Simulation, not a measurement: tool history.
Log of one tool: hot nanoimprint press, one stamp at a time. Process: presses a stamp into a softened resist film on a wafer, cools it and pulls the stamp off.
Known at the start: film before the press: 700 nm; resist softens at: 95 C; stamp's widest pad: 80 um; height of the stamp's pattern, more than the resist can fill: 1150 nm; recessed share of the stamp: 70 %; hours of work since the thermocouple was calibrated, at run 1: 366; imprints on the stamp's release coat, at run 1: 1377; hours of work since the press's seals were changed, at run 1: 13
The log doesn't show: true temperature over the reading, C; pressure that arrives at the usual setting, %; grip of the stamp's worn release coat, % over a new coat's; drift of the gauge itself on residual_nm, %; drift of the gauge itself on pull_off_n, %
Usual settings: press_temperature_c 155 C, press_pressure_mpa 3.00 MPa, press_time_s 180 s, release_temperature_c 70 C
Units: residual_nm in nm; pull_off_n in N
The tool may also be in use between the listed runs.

run    day  press_temperature_c  press_pressure_mpa  press_time_s  release_temperature_c  hours of work since the thermocouple was calibrated  imprints on the stamp's release coat  hours of work since the press's seals were changed  residual_nm  pull_off_n
  1  0.000                  155                3.00           180                     70                                                  366                                  1377                                                  13        380.3         234
  2  0.433                  155                3.00           180                     70                                                  371                                  1411                                                  18        377.7         238
  3  0.862                  155                3.00           180                     70                                                  375                                  1444                                                  22        380.1         234
  4  1.083                  155                3.00           101                     70                                                  377                                  1461                                                  24        446.7         235
  5  1.429                  155                3.00           101                     70                                                  381                                  1488                                                  28        450.7         231
  6  1.833                  155                3.00           101                     70                                                  385                                  1519                                                  32        452.3         232
  7  2.246                  155                3.00           177                     70                                                  389                                  1551                                                  36        376.9         234
  8  2.525                  155                3.00           177                     70                                                  392                                  1573                                                  39        379.5         231
  9  3.000                  155                3.00           180                     70                                                  397                                  1610                                                  44        377.7         221
 10  3.479                  155                3.58           180                     70                                                  402                                  1647                                                  49        347.8         232
 11  3.762                  155                3.58           180                     70                                                  404                                  1670                                                  52        347.9         234
 12  4.233                  155                3.58           180                     70                                                  409                                  1706                                                  56        348.1         235
 13  4.458                  155                3.00           180                     70                                                  411                                  1723                                                  59        374.5         237
 14  4.825                  155                3.00           180                     70                                                  415                                  1752                                                  62        378.0         226
 15  5.117                  155                3.00           180                     70                                                  418                                  1775                                                  65        378.6         225
 16  5.408                  153                3.00           137                     70                                                  421                                  1797                                                  68        439.1         232
 17  5.646                  153                2.56           137                     57                                                  424                                  1816                                                  71        464.8         269
 18  5.871                  149                3.00           219                     70                                                  426                                  1833                                                  73        439.0         225
 19  6.117                  163                3.00           127                     70                                                  428                                  1852                                                  75        321.8         233
 20  6.575                  163                3.00           127                     70                                                  433                                  1888                                                  80        323.9         236
 21  6.779                  144                3.00           127                     66                                                  435                                  1904                                                  82        570.0         248
 22  7.150                  155                4.71           180                     70                                                  439                                  1933                                                  86        303.7         230
     7.525  -- stamp cleaned and given a new release coat
 23  7.779                  146                4.71           180                     60                                                  443                                    20                                                  90        425.2         271
 24  8.221                  146                4.39           180                     60                                                  447                                    55                                                  94        437.4         260
 25  8.567                  155                3.87           180                     70                                                  451                                    81                                                  98        336.4         236

Forecast run 26:
 26  8.829                  155                3.87           180                     70                                                  453                                   102                                                 100            ?           ?

residual_nm: 338.1 nm
pull_off_n: 232 N
Without the tool's hidden state the same run would have given residual_nm 337.1 nm, pull_off_n 232 N.
